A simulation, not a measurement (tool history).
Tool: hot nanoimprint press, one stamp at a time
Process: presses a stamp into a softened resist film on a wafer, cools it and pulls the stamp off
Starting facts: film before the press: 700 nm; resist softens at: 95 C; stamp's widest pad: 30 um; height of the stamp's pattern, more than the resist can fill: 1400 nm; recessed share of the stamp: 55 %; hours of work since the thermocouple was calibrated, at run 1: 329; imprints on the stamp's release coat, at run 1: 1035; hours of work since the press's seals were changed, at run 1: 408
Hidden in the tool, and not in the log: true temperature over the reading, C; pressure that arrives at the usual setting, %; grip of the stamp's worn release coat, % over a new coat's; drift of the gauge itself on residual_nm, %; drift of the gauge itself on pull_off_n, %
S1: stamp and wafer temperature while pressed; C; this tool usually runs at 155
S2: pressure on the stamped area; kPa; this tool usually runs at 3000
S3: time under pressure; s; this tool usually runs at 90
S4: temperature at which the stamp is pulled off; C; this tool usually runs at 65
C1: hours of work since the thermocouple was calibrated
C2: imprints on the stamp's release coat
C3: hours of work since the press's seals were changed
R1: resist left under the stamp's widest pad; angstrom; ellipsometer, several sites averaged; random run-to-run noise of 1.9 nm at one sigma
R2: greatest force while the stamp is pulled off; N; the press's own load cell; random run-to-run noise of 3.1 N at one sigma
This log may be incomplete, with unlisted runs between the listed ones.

{"run": 1, "hour": 0.0, "S1": 155, "S2": 3000, "S3": 90, "S4": 65, "C1": 329, "C2": 1035, "C3": 408, "R1": 2865, "R2": 182}
{"run": 2, "hour": 12.5, "S1": 155, "S2": 2770, "S3": 90, "S4": 65, "C1": 337, "C2": 1083, "C3": 415, "R1": 2912, "R2": 186}
{"run": 3, "hour": 22.2, "S1": 155, "S2": 2770, "S3": 102, "S4": 65, "C1": 343, "C2": 1120, "C3": 421, "R1": 2761, "R2": 189}
{"run": 4, "hour": 38.0, "S1": 155, "S2": 2770, "S3": 102, "S4": 65, "C1": 353, "C2": 1180, "C3": 431, "R1": 2804, "R2": 201}
{"run": 5, "hour": 52.7, "S1": 155, "S2": 2770, "S3": 102, "S4": 65, "C1": 362, "C2": 1236, "C3": 440, "R1": 2775, "R2": 195}
{"run": 6, "hour": 65.0, "S1": 155, "S2": 3000, "S3": 90, "S4": 65, "C1": 369, "C2": 1282, "C3": 447, "R1": 2853, "R2": 196}
{"run": 7, "hour": 81.8, "S1": 155, "S2": 2410, "S3": 90, "S4": 65, "C1": 380, "C2": 1346, "C3": 458, "R1": 3077, "R2": 204}
{"run": 8, "hour": 93.5, "S1": 155, "S2": 2410, "S3": 90, "S4": 65, "C1": 387, "C2": 1391, "C3": 465, "R1": 3078, "R2": 197}
{"run": 9, "hour": 106.1, "S1": 155, "S2": 3000, "S3": 90, "S4": 53, "C1": 394, "C2": 1439, "C3": 473, "R1": 2807, "R2": 260}
{"run": 10, "hour": 126.5, "S1": 155, "S2": 3000, "S3": 90, "S4": 53, "C1": 407, "C2": 1516, "C3": 485, "R1": 2781, "R2": 269}
{"run": 11, "hour": 139.2, "S1": 155, "S2": 3000, "S3": 90, "S4": 53, "C1": 415, "C2": 1564, "C3": 493, "R1": 2800, "R2": 269}
{"run": 12, "hour": 151.1, "S1": 155, "S2": 3000, "S3": 170, "S4": 53, "C1": 422, "C2": 1610, "C3": 500, "R1": 2128, "R2": 270}
{"run": 13, "hour": 169.2, "S1": 155, "S2": 3000, "S3": 90, "S4": 59, "C1": 433, "C2": 1678, "C3": 511, "R1": 2783, "R2": 251}
{"run": 14, "hour": 187.7, "S1": 155, "S2": 3000, "S3": 90, "S4": 59, "C1": 444, "C2": 1749, "C3": 523, "R1": 2791, "R2": 236}
{"run": 15, "hour": 202.8, "S1": 146, "S2": 3000, "S3": 102, "S4": 51, "C1": 454, "C2": 1806, "C3": 532, "R1": 4065, "R2": 287}
{"hour": 212.3, "done": "stamp cleaned and given a new release coat"}
{"run": 16, "hour": 218.5, "S1": 144, "S2": 2120, "S3": 90, "S4": 65, "C1": 459, "C2": 24, "C3": 538, "R1": 5027, "R2": 138}
{"run": 17, "hour": 228.7, "S1": 151, "S2": 3110, "S3": 90, "S4": 65, "C1": 466, "C2": 63, "C3": 544, "R1": 3313, "R2": 143}
{"run": 18, "hour": 240.1, "S1": 155, "S2": 3270, "S3": 144, "S4": 51, "C1": 473, "C2": 106, "C3": 551, "R1": 2159, "R2": 193}
{"run": 19, "hour": 259.6, "S1": 155, "S2": 1970, "S3": 90, "S4": 52, "C1": 485, "C2": 180, "C3": 563, "R1": 3320, "R2": 189}

Below are 5 alternative next runs, each starting from the tool's condition after run 19. Predict each:
{"run": "A", "hour": 277.1, "S1": 155, "S2": 4230, "S3": 90, "S4": 65, "C1": 495, "C2": 247, "C3": 574, "R1": "?", "R2": "?"}
{"run": "B", "hour": 277.1, "S1": 155, "S2": 1970, "S3": 90, "S4": 65, "C1": 495, "C2": 247, "C3": 574, "R1": "?", "R2": "?"}
{"run": "C", "hour": 277.1, "S1": 147, "S2": 1970, "S3": 171, "S4": 58, "C1": 495, "C2": 247, "C3": 574, "R1": "?", "R2": "?"}
{"run": "D", "hour": 277.1, "S1": 158, "S2": 2070, "S3": 150, "S4": 65, "C1": 495, "C2": 247, "C3": 574, "R1": "?", "R2": "?"}
{"run": "E", "hour": 277.1, "S1": 155, "S2": 3000, "S3": 90, "S4": 70, "C1": 495, "C2": 247, "C3": 574, "R1": "?", "R2": "?"}

run=A R1=2415 R2=146
run=B R1=3243 R2=147
run=C R1=3783 R2=171
run=D R1=2267 R2=144
run=E R1=2750 R2=130
Had the tool no hidden state, the same runs would have come out as:
run=A R1=2672 R2=143
run=B R1=3577 R2=145
run=C R1=4196 R2=167
run=D R1=2523 R2=142
run=E R1=3046 R2=129

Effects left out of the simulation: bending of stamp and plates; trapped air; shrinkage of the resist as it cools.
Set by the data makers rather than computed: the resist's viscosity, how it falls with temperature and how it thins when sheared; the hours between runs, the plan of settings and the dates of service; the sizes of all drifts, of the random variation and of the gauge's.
